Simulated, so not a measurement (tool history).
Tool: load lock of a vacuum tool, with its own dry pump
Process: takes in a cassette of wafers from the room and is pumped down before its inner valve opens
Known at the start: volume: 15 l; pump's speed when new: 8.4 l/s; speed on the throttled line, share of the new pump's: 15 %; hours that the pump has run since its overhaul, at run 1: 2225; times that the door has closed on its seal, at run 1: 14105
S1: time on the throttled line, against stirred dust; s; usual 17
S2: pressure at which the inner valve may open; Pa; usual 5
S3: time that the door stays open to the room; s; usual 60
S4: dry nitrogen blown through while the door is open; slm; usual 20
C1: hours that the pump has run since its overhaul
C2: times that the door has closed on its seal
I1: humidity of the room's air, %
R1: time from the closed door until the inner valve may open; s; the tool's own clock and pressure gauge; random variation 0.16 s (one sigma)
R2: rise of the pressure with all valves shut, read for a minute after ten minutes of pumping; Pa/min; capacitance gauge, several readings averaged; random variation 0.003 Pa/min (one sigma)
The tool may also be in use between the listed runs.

run    hour  S1  S2   S3  S4     C1     C2    I1    R1     R2
  1       0  17   5   60  20   2225  14105  41.9  32.8  0.153
  2   256.8  17   5   60  20   2482  14449  46.8  33.3  0.165
  3   513.3  17   5   79  20   2739  14792    48  33.2  0.169
  4   806.6  17   5   79  34   3032  15184  44.2  33.3  0.162
  5   948.6  26   5   60  20   3174  15374  42.5  40.9  0.166
  6    1293  26   5   60  20   3518  15835  42.2  40.7  0.173
  7  1560.8  17   5   60   8   3786  16193  45.7  32.9  0.195
  8  1814.8  17   5   60  20   4040  16533  42.5  33.4  0.184
  9  2111.1  17   5   60  20   4336  16929  47.3  33.2   0.19
 10  2427.3  17   5  112  20   4653  17352  43.9  33.5  0.214
 11    2721  17   5  112  20   4946  17745  41.7  33.3  0.207
 12  3038.8  17   5   60  20   5264  18170  44.4  33.1  0.194
 13  3179.6  17   5   60  20   5405  18359  44.6  33.2  0.202
 14  3492.9  17   6   60  20   5718  18778  47.8    33  0.215
 15  3767.2  17   6   60  20   5992  19145  46.3    33  0.214
 16  3938.6  17   6   60  20   6164  19374  42.2    33  0.225
 17  4169.1  17   6   60  20   6394  19682    45  32.9  0.221
 18  4466.1  17   5   60  10   6691  20080  45.6  33.7  0.247
 19  4672.8  17   5   60   4   6898  20356  47.7  33.8  0.265
 20  4870.4  19   5   60   7   7096  20620  43.4  35.5  0.258
 21  5010.7  19   7   28   7   7236  20808  47.5  34.8  0.238
 22    5168  10   4   28   7   7393  21019  42.9  28.6  0.232
 23  5313.3  17   5   60  20   7539  21213  47.6  33.6  0.243
 24  5652.6  17   5   60  20   7878  21667  43.9  34.2  0.249
 25  5800.2  26   6   60  20   8025  21864  44.3  41.3  0.254
 26  5939.2  26   6   60  20   8164  22050  43.1  41.1  0.252
 27  6137.7  16   7   65  20   8363  22316  49.5  32.2  0.263
 28  6459.6  20   8   60  20   8685  22746  42.6  35.6  0.273
 29  6750.3  20   8   60  20   8976  23135  40.7  35.9  0.273
 30    6993  17   5   41  20   9218  23460  43.6  34.4   0.27
 31  7201.5  17   6   51  20   9427  23739    43  33.7  0.281
 32  7358.4  11   6  210   5   9584  23949  46.5  28.9  0.409
 33  7523.8  11   6  210   5   9749  24170  40.1    29  0.392
 34    7726  11   6  210   5   9951  24440  43.1  29.1  0.418
 35  7987.8  11   6  210   5  10213  24791    45  29.2  0.422
 36  8299.8  11   6  210  24  10525  25208  45.6  29.1  0.356
 37  8443.2  17   4  210  14  10668  25400  47.5  35.1  0.393

Forecast each of these 4 alternatives for the next run:
  A  8652.3  30   5  108  31  10878  25680  43.4   ?   ?
  B  8652.3  19   7   52  20  10878  25680  45.4   ?   ?
  C  8652.3  19   4  210   6  10878  25680  45.1   ?   ?
  D  8652.3  14   5   71  20  10878  25680    43   ?   ?

run    R1     R2
  A  45.4  0.327
  B  35.6  0.314
  C  36.8  0.426
  D  31.9  0.325
Without the tool's hidden state the same runs would have given:
run    R1     R2
  A  43.4  0.042
  B  33.5  0.036
  C  34.5  0.151
  D  29.6  0.046

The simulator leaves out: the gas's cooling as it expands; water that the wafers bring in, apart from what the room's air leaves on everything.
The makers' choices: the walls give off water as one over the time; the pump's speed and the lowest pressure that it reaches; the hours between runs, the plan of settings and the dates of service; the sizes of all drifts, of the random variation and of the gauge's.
